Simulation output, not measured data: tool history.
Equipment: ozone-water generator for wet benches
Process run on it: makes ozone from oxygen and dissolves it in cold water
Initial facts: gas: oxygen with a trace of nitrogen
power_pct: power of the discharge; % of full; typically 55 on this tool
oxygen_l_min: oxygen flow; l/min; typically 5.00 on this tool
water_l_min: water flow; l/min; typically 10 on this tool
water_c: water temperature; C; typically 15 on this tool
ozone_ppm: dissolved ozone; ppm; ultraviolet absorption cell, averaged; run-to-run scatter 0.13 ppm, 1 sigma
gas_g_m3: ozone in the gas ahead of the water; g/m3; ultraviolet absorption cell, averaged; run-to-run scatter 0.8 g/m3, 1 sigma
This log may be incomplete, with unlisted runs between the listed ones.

run    hour  power_pct  oxygen_l_min  water_l_min  water_c  ozone_ppm  gas_g_m3
  1     0.0         55          5.00           10       15       13.7     125.8
  2   192.4         55          5.00           10       15       13.6     127.1
  3   277.7         55          4.02           10       15       14.1     142.3
  4   364.8         55          5.00           10       15       13.7     125.0
  5   492.9         55          5.00           10       15       13.4     125.0
  6   660.2         65          5.00           10       15       15.3     140.6
  7   784.7         87          7.56           10        9       19.9     138.1
  8   986.7         65          2.62           10       15       15.9     201.6
  9  1194.9         50          4.08            9       15       14.1     130.6
 10  1396.8         50          5.00           10       15       12.7     116.4
 11  1600.5         50          5.00           10       15       12.5     115.1
 12  1688.8         55          5.00           13       15       11.2     122.6

Here are 5 independent what-if runs from the current tool condition. What would each one return?
  A  1876.2         42          5.00            7        9          ?         ?
  B  1876.2         85          7.20           13        9          ?         ?
  C  1876.2         55          5.00           13       14          ?         ?
  D  1876.2         55          5.00           13       14          ?         ?
  E  1876.2         55          4.33           13       15          ?         ?

run  ozone_ppm  gas_g_m3
  A       15.4     102.3
  B       16.2     136.4
  C       11.1     124.2
  D       11.1     124.5
  E       11.1     133.6
Without the tool's hidden state the same runs would have given:
run  ozone_ppm  gas_g_m3
  A       16.4     103.8
  B       17.5     140.0
  C       12.0     126.5
  D       12.0     126.9
  E       12.0     136.2

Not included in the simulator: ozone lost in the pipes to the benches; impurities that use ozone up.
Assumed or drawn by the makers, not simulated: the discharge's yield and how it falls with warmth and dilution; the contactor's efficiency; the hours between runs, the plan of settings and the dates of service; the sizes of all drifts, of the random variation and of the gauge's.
